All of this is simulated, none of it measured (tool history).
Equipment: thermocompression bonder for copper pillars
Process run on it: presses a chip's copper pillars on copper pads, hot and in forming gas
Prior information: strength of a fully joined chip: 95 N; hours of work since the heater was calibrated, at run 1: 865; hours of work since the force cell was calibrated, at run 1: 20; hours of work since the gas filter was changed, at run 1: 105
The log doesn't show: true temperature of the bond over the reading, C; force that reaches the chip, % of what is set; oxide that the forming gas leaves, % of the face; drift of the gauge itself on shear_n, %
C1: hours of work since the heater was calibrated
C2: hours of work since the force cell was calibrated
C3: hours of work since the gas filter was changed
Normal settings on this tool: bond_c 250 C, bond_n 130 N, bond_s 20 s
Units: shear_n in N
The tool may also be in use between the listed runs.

Run 1, day 0.000: usual settings; C1 865; C2 20; C3 105. Result: shear_n 60.3 N.
Run 2, day 1.479: usual settings; C1 893; C2 48; C3 133. Result: shear_n 60.2 N.
Run 3, day 3.200: usual settings; C1 925; C2 81; C3 165. Result: shear_n 60.5 N.
Run 4, day 4.600: usual settings but bond_c 226 C; C1 952; C2 107; C3 192. Result: shear_n 47.5 N.
Run 5, day 7.571: usual settings but bond_c 226 C; C1 1008; C2 163; C3 248. Result: shear_n 46.4 N.
Run 6, day 9.279: usual settings but bond_c 226 C; C1 1040; C2 195; C3 280. Result: shear_n 47.1 N.
Run 7, day 11.188: usual settings but bond_c 226 C, bond_s 17 s; C1 1076; C2 231; C3 316. Result: shear_n 45.4 N.
Run 8, day 14.312: usual settings but bond_c 269 C; C1 1135; C2 290; C3 375. Result: shear_n 68.5 N.
Run 9, day 15.754: usual settings but bond_n 165 N; C1 1162; C2 318; C3 402. Result: shear_n 68.6 N.
Run 10, day 17.538: usual settings but bond_n 165 N; C1 1196; C2 351; C3 436. Result: shear_n 68.3 N.
Run 11, day 19.338: usual settings but bond_s 26 s; C1 1230; C2 385; C3 470. Result: shear_n 64.2 N.
At day 19.600: force cell calibrated.
At day 21.296: heater calibrated with a thermocouple chip.
At day 21.317: forming gas filter changed.
Run 12, day 21.917: usual settings but bond_s 26 s; C1 11; C2 42; C3 11. Result: shear_n 60.9 N.
Run 13, day 23.529: usual settings but bond_s 44 s; C1 42; C2 72; C3 42. Result: shear_n 69.8 N.
Run 14, day 24.912: usual settings but bond_s 12 s; C1 68; C2 98; C3 68. Result: shear_n 47.9 N.
Run 15, day 26.688: usual settings; C1 101; C2 132; C3 101. Result: shear_n 55.9 N.
At day 28.604: force cell calibrated, once more.
Run 16, day 28.604: usual settings; C1 136; C2 0; C3 136. Result: shear_n 56.0 N.
Run 17, day 31.738: usual settings; C1 195; C2 59; C3 195. Result: shear_n 55.4 N.
Run 18, day 34.496: usual settings but bond_n 102 N; C1 248; C2 111; C3 248. Result: shear_n 46.6 N.
Run 19, day 36.500: usual settings but bond_n 102 N; C1 285; C2 149; C3 285. Result: shear_n 46.4 N.
Run 20, day 37.962: usual settings but bond_n 102 N; C1 313; C2 177; C3 313. Result: shear_n 46.3 N.
Run 21, day 41.117: usual settings but bond_c 269 C, bond_n 109 N, bond_s 44 s; C1 372; C2 236; C3 372. Result: shear_n 71.3 N.
Run 22, day 44.025: usual settings but bond_c 269 C, bond_n 109 N, bond_s 44 s; C1 427; C2 291; C3 427. Result: shear_n 69.9 N.
Run 23, day 46.242: usual settings but bond_c 276 C, bond_n 109 N, bond_s 44 s; C1 469; C2 333; C3 469. Result: shear_n 72.3 N.
At day 47.888: forming gas filter changed.
Run 24, day 48.546: usual settings but bond_c 226 C, bond_n 109 N, bond_s 44 s; C1 512; C2 376; C3 12. Result: shear_n 51.8 N.
Run 25, day 51.575: usual settings but bond_c 226 C, bond_n 109 N, bond_s 44 s; C1 569; C2 433; C3 70. Result: shear_n 51.9 N.
Run 26, day 53.358: usual settings but bond_c 226 C, bond_n 109 N, bond_s 44 s; C1 603; C2 467; C3 103. Result: shear_n 52.0 N.
Run 27, day 54.817: usual settings but bond_c 226 C, bond_n 104 N; C1 631; C2 494; C3 131. Result: shear_n 38.1 N.
Run 28, day 57.221: usual settings but bond_s 13 s; C1 676; C2 540; C3 176. Result: shear_n 51.0 N.
Run 29, day 59.788: usual settings but bond_c 236 C, bond_n 98 N, bond_s 16 s; C1 724; C2 588; C3 225. Result: shear_n 37.6 N.
Run 30, day 61.229: usual settings but bond_c 231 C, bond_n 141 N, bond_s 24 s; C1 752; C2 615; C3 252. Result: shear_n 54.6 N.
Run 31, day 63.842: usual settings but bond_c 231 C, bond_n 141 N, bond_s 24 s; C1 801; C2 665; C3 301. Result: shear_n 54.8 N.
Run 32, day 66.850: usual settings but bond_c 231 C, bond_n 141 N, bond_s 24 s; C1 858; C2 721; C3 358. Result: shear_n 54.6 N.
Run 33, day 69.417: usual settings but bond_c 252 C, bond_s 11 s; C1 906; C2 770; C3 406. Result: shear_n 49.1 N.
Run 34, day 71.008: usual settings but bond_n 92 N, bond_s 14 s; C1 936; C2 800; C3 436. Result: shear_n 39.8 N.
Run 35, day 73.583: usual settings but bond_c 239 C, bond_n 194 N, bond_s 21 s; C1 985; C2 848; C3 485. Result: shear_n 67.7 N.

Some steps in shear_n, run to run, broken into two amounts with sign: the step expected even without the hidden condition (settings, incoming material, random variation), and the rest, left for the hidden condition together with whatever gauge scatter is not in both the measured and the hidden-condition-free result:
Run 7 -> 8: bond_c 226 -> 269, bond_s 17 -> 20. shear_n +23.1 N: hidden state -1.4, all else +24.5.
Run 11 -> 12: force cell calibrated, heater calibrated with a thermocouple chip, forming gas filter changed. shear_n -3.3 N: hidden state -3.0, all else -0.3.
Run 20 -> 21: bond_c 250 -> 269, bond_n 102 -> 109, bond_s 20 -> 44. shear_n +25.0 N: hidden state -1.3, all else +26.3.
Run 23 -> 24: bond_c 276 -> 226, forming gas filter changed. shear_n -20.5 N: hidden state +4.9, all else -25.4.
Run 34 -> 35: bond_c 250 -> 239, bond_n 92 -> 194, bond_s 14 -> 21. shear_n +27.9 N: hidden state -0.8, all else +28.7.
